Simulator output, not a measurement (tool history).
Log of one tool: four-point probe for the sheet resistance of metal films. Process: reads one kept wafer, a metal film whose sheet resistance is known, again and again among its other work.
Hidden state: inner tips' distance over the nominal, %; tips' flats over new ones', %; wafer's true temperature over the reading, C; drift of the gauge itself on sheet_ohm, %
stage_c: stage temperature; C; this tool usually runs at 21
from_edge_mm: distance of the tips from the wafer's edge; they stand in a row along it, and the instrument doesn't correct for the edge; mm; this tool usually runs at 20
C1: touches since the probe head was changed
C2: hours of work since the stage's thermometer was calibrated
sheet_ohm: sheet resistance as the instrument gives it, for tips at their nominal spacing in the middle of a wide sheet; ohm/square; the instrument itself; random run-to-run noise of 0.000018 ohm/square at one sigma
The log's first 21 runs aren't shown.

{"run": 22, "hour": 388.2, "stage_c": 35, "from_edge_mm": 20, "C1": 65486, "C2": 533, "sheet_ohm": 0.08933}
{"run": 23, "hour": 400.3, "stage_c": 28, "from_edge_mm": 4, "C1": 66072, "C2": 540, "sheet_ohm": 0.091917}
{"run": 24, "hour": 425.3, "stage_c": 25, "from_edge_mm": 52, "C1": 67279, "C2": 556, "sheet_ohm": 0.088976}
{"run": 25, "hour": 439.8, "stage_c": 25, "from_edge_mm": 8, "C1": 67981, "C2": 565, "sheet_ohm": 0.089725}
{"run": 26, "hour": 451.3, "stage_c": 25, "from_edge_mm": 8, "C1": 68537, "C2": 572, "sheet_ohm": 0.089706}
{"run": 27, "hour": 469.4, "stage_c": 32, "from_edge_mm": 4, "C1": 69412, "C2": 583, "sheet_ohm": 0.092048}
{"run": 28, "hour": 492.5, "stage_c": 30, "from_edge_mm": 20, "C1": 70529, "C2": 598, "sheet_ohm": 0.089196}
{"run": 29, "hour": 506.1, "stage_c": 33, "from_edge_mm": 3, "C1": 71183, "C2": 606, "sheet_ohm": 0.094164}
{"run": 30, "hour": 521.8, "stage_c": 20, "from_edge_mm": 45, "C1": 71943, "C2": 616, "sheet_ohm": 0.08884}
{"run": 31, "hour": 546.3, "stage_c": 20, "from_edge_mm": 45, "C1": 73126, "C2": 631, "sheet_ohm": 0.088808}
{"run": 32, "hour": 564.4, "stage_c": 32, "from_edge_mm": 28, "C1": 74001, "C2": 642, "sheet_ohm": 0.089193}
{"run": 33, "hour": 581.5, "stage_c": 32, "from_edge_mm": 28, "C1": 74827, "C2": 653, "sheet_ohm": 0.089195}
{"run": 34, "hour": 598.4, "stage_c": 24, "from_edge_mm": 20, "C1": 75643, "C2": 664, "sheet_ohm": 0.08901}
{"run": 35, "hour": 612.3, "stage_c": 21, "from_edge_mm": 43, "C1": 76315, "C2": 672, "sheet_ohm": 0.088848}
{"run": 36, "hour": 628.7, "stage_c": 20, "from_edge_mm": 9, "C1": 77111, "C2": 682, "sheet_ohm": 0.089333}
{"run": 37, "hour": 647.7, "stage_c": 20, "from_edge_mm": 56, "C1": 78027, "C2": 694, "sheet_ohm": 0.088767}
{"run": 38, "hour": 665.9, "stage_c": 20, "from_edge_mm": 56, "C1": 78909, "C2": 706, "sheet_ohm": 0.088789}
{"run": 39, "hour": 692.6, "stage_c": 20, "from_edge_mm": 56, "C1": 80197, "C2": 722, "sheet_ohm": 0.088763}
{"run": 40, "hour": 715.8, "stage_c": 35, "from_edge_mm": 9, "C1": 81319, "C2": 737, "sheet_ohm": 0.089732}
{"run": 41, "hour": 732.1, "stage_c": 26, "from_edge_mm": 68, "C1": 82108, "C2": 747, "sheet_ohm": 0.088921}
{"run": 42, "hour": 754.9, "stage_c": 25, "from_edge_mm": 5, "C1": 83207, "C2": 761, "sheet_ohm": 0.090753}
{"run": 43, "hour": 769.7, "stage_c": 25, "from_edge_mm": 5, "C1": 83923, "C2": 770, "sheet_ohm": 0.090737}
{"run": 44, "hour": 788.2, "stage_c": 19, "from_edge_mm": 5, "C1": 84816, "C2": 782, "sheet_ohm": 0.090554}

Branching from run 44: 5 alternative next runs. What would each branch give?
{"run": "A", "hour": 814.6, "stage_c": 29, "from_edge_mm": 42, "C1": 86096, "C2": 798, "sheet_ohm": "?"}
{"run": "B", "hour": 814.6, "stage_c": 23, "from_edge_mm": 5, "C1": 86096, "C2": 798, "sheet_ohm": "?"}
{"run": "C", "hour": 814.6, "stage_c": 32, "from_edge_mm": 15, "C1": 86096, "C2": 798, "sheet_ohm": "?"}
{"run": "D", "hour": 814.6, "stage_c": 23, "from_edge_mm": 5, "C1": 86096, "C2": 798, "sheet_ohm": "?"}
{"run": "E", "hour": 814.6, "stage_c": 29, "from_edge_mm": 52, "C1": 86096, "C2": 798, "sheet_ohm": "?"}

run=A sheet_ohm=0.088993
run=B sheet_ohm=0.09067
run=C sheet_ohm=0.089229
run=D sheet_ohm=0.090703
run=E sheet_ohm=0.088965
The same runs, with their run-to-run variation unchanged, on a tool lacking any hidden condition would have given:
run=A sheet_ohm=0.089585
run=B sheet_ohm=0.091273
run=C sheet_ohm=0.089821
run=D sheet_ohm=0.091306
run=E sheet_ohm=0.089556
